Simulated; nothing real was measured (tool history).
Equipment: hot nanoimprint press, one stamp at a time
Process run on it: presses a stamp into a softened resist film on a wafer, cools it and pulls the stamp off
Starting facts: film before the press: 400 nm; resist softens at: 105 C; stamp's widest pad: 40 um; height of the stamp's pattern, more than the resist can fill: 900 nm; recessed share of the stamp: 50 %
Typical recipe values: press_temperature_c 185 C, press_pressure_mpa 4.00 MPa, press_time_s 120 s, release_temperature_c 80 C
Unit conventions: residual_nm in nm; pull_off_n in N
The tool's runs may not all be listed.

run 1 hour=0.0 | press_temperature_c=185 press_pressure_mpa=4.00 press_time_s=120 release_temperature_c=80 | residual_nm=161.1 pull_off_n=206
run 2 hour=19.8 | press_temperature_c=185 press_pressure_mpa=4.00 press_time_s=120 release_temperature_c=80 | residual_nm=161.2 pull_off_n=216
run 3 hour=33.6 | press_temperature_c=185 press_pressure_mpa=4.00 press_time_s=120 release_temperature_c=80 | residual_nm=162.0 pull_off_n=212
-- hour=41.6 stamp cleaned and given a new release coat
run 4 hour=54.9 | press_temperature_c=185 press_pressure_mpa=4.00 press_time_s=71 release_temperature_c=80 | residual_nm=194.4 pull_off_n=191
run 5 hour=68.7 | press_temperature_c=185 press_pressure_mpa=4.00 press_time_s=71 release_temperature_c=80 | residual_nm=194.8 pull_off_n=196
run 6 hour=83.2 | press_temperature_c=185 press_pressure_mpa=4.00 press_time_s=120 release_temperature_c=80 | residual_nm=162.4 pull_off_n=193
run 7 hour=97.9 | press_temperature_c=185 press_pressure_mpa=4.00 press_time_s=120 release_temperature_c=80 | residual_nm=162.6 pull_off_n=197
run 8 hour=109.8 | press_temperature_c=185 press_pressure_mpa=6.35 press_time_s=120 release_temperature_c=80 | residual_nm=125.5 pull_off_n=193
run 9 hour=128.7 | press_temperature_c=185 press_pressure_mpa=6.35 press_time_s=120 release_temperature_c=80 | residual_nm=127.7 pull_off_n=201
-- hour=152.1 stamp cleaned and given a new release coat
run 10 hour=156.8 | press_temperature_c=185 press_pressure_mpa=6.35 press_time_s=120 release_temperature_c=80 | residual_nm=125.4 pull_off_n=180
run 11 hour=182.0 | press_temperature_c=185 press_pressure_mpa=2.77 press_time_s=164 release_temperature_c=84 | residual_nm=174.0 pull_off_n=178
run 12 hour=199.0 | press_temperature_c=185 press_pressure_mpa=2.77 press_time_s=164 release_temperature_c=84 | residual_nm=173.0 pull_off_n=179
run 13 hour=225.8 | press_temperature_c=185 press_pressure_mpa=2.89 press_time_s=65 release_temperature_c=80 | residual_nm=230.0 pull_off_n=205
run 14 hour=242.3 | press_temperature_c=185 press_pressure_mpa=2.89 press_time_s=65 release_temperature_c=80 | residual_nm=228.6 pull_off_n=210
-- hour=263.5 stamp cleaned and given a new release coat
run 15 hour=263.6 | press_temperature_c=185 press_pressure_mpa=2.89 press_time_s=65 release_temperature_c=83 | residual_nm=230.3 pull_off_n=174
run 16 hour=287.9 | press_temperature_c=185 press_pressure_mpa=2.89 press_time_s=65 release_temperature_c=83 | residual_nm=229.4 pull_off_n=174
run 17 hour=303.4 | press_temperature_c=185 press_pressure_mpa=5.55 press_time_s=65 release_temperature_c=83 | residual_nm=170.0 pull_off_n=183

Alternative continuations, all from the tool just after run 17; predict every row:
run A hour=317.2 | press_temperature_c=185 press_pressure_mpa=5.55 press_time_s=65 release_temperature_c=83 | residual_nm=? pull_off_n=?
run B hour=317.2 | press_temperature_c=183 press_pressure_mpa=3.68 press_time_s=120 release_temperature_c=87 | residual_nm=? pull_off_n=?
run C hour=317.2 | press_temperature_c=191 press_pressure_mpa=4.00 press_time_s=120 release_temperature_c=66 | residual_nm=? pull_off_n=?
run D hour=317.2 | press_temperature_c=189 press_pressure_mpa=5.55 press_time_s=65 release_temperature_c=83 | residual_nm=? pull_off_n=?

run=A residual_nm=167.1 pull_off_n=190
run=B residual_nm=174.5 pull_off_n=169
run=C residual_nm=136.5 pull_off_n=245
run=D residual_nm=153.2 pull_off_n=187
With the hidden condition removed and each run's random variation left untouched, the same runs would have given:
run=A residual_nm=168.6 pull_off_n=182
run=B residual_nm=177.2 pull_off_n=162
run=C residual_nm=138.3 pull_off_n=234
run=D residual_nm=154.5 pull_off_n=180
